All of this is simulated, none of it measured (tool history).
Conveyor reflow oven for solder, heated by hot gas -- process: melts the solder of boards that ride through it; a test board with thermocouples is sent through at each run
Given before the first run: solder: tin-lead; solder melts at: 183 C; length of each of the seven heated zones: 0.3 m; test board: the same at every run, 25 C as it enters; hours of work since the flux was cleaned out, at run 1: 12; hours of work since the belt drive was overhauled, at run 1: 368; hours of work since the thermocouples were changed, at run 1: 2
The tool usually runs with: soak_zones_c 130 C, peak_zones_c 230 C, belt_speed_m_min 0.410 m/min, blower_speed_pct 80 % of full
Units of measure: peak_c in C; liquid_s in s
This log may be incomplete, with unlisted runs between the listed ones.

| run | hour | soak_zones_c | peak_zones_c | belt_speed_m_min | blower_speed_pct | hours of work since the flux was cleaned out | hours of work since the belt drive was overhauled | hours of work since the thermocouples were changed | peak_c | liquid_s |
|---|---|---|---|---|---|---|---|---|---|---|
| 1 | 0.0 | 130 | 230 | 0.410 | 80 | 12 | 368 | 2 | 216.8 | 64.0 |
| 2 | 7.7 | 130 | 230 | 0.410 | 80 | 17 | 373 | 7 | 217.0 | 63.9 |
| 3 | 18.9 | 130 | 230 | 0.410 | 80 | 24 | 380 | 14 | 216.9 | 64.0 |
| 4 | 32.1 | 130 | 230 | 0.410 | 80 | 32 | 389 | 23 | 216.8 | 63.8 |
| 5 | 41.1 | 130 | 230 | 0.410 | 80 | 38 | 394 | 29 | 217.1 | 63.7 |
| 6 | 49.8 | 130 | 230 | 0.490 | 80 | 44 | 400 | 34 | 211.2 | 47.6 |
| 7 | 58.3 | 130 | 230 | 0.490 | 80 | 49 | 405 | 40 | 211.3 | 47.5 |
| 8 | 68.0 | 130 | 230 | 0.490 | 80 | 55 | 411 | 46 | 211.4 | 47.3 |
| 9 | 77.5 | 130 | 230 | 0.490 | 80 | 61 | 418 | 52 | 211.0 | 47.4 |
| 10 | 89.5 | 130 | 230 | 0.490 | 80 | 69 | 425 | 59 | 211.1 | 47.4 |
| 11 | 98.6 | 130 | 230 | 0.490 | 80 | 75 | 431 | 65 | 211.1 | 47.6 |
| 12 | 113.3 | 130 | 230 | 0.490 | 80 | 84 | 440 | 75 | 211.2 | 47.4 |
| 13 | 126.9 | 130 | 230 | 0.490 | 80 | 93 | 449 | 83 | 211.0 | 47.3 |
| 14 | 134.1 | 130 | 230 | 0.490 | 80 | 98 | 454 | 88 | 211.1 | 47.3 |
| 15 | 148.6 | 130 | 230 | 0.410 | 80 | 107 | 463 | 97 | 216.5 | 63.8 |
| 16 | 161.0 | 131 | 230 | 0.410 | 71 | 115 | 471 | 105 | 214.1 | 61.0 |
| 17 | 175.0 | 116 | 230 | 0.366 | 72 | 124 | 480 | 114 | 216.0 | 65.9 |
| 18 | 183.1 | 133 | 227 | 0.360 | 74 | 129 | 485 | 119 | 216.2 | 74.3 |
| 19 | 189.6 | 133 | 227 | 0.360 | 74 | 133 | 489 | 123 | 216.3 | 74.3 |
| 20 | 205.4 | 137 | 224 | 0.360 | 74 | 143 | 499 | 133 | 213.9 | 73.8 |
|  | 210.8 | belt drive overhauled, speed set with a stopwatch |
| 21 | 221.1 | 123 | 233 | 0.460 | 80 | 151 | 7 | 141 | 214.5 | 52.0 |
| 22 | 227.6 | 130 | 232 | 0.410 | 80 | 155 | 11 | 145 | 218.3 | 65.2 |
|  | 238.2 | flux residue cleaned out of gas plates and filters |
| 23 | 242.5 | 118 | 230 | 0.437 | 80 | 3 | 17 | 151 | 213.6 | 53.0 |
| 24 | 250.0 | 137 | 227 | 0.484 | 50 | 7 | 22 | 156 | 198.4 | 32.3 |
| 25 | 260.7 | 137 | 227 | 0.484 | 50 | 14 | 29 | 163 | 198.2 | 32.5 |
| 26 | 268.8 | 130 | 230 | 0.410 | 75 | 20 | 34 | 168 | 215.7 | 62.9 |
| 27 | 275.9 | 130 | 226 | 0.410 | 60 | 24 | 38 | 173 | 207.1 | 52.1 |
| 28 | 290.5 | 130 | 226 | 0.410 | 60 | 33 | 48 | 182 | 207.0 | 52.2 |
|  | 308.8 | belt drive overhauled, speed set with a stopwatch, once more |
| 29 | 309.6 | 130 | 231 | 0.366 | 64 | 43 | 0 | 192 | 216.1 | 69.4 |

Forecast each of these 5 alternatives for the next run:
| A | 318.4 | 141 | 231 | 0.366 | 67 | 49 | 6 | 197 | ? | ? |
| B | 318.4 | 118 | 237 | 0.454 | 80 | 49 | 6 | 197 | ? | ? |
| C | 318.4 | 130 | 230 | 0.360 | 80 | 49 | 6 | 197 | ? | ? |
| D | 318.4 | 130 | 230 | 0.430 | 80 | 49 | 6 | 197 | ? | ? |
| E | 318.4 | 133 | 231 | 0.410 | 64 | 49 | 6 | 197 | ? | ? |

| run | peak_c | liquid_s |
|---|---|---|
| A | 218.6 | 77.1 |
| B | 217.4 | 53.0 |
| C | 220.2 | 76.5 |
| D | 215.2 | 58.5 |
| E | 213.2 | 59.1 |
What these runs would have given with no unlogged condition in the tool:
| run | peak_c | liquid_s |
|---|---|---|
| A | 218.7 | 77.4 |
| B | 217.8 | 53.6 |
| C | 220.3 | 76.9 |
| D | 215.4 | 58.9 |
| E | 213.4 | 59.6 |

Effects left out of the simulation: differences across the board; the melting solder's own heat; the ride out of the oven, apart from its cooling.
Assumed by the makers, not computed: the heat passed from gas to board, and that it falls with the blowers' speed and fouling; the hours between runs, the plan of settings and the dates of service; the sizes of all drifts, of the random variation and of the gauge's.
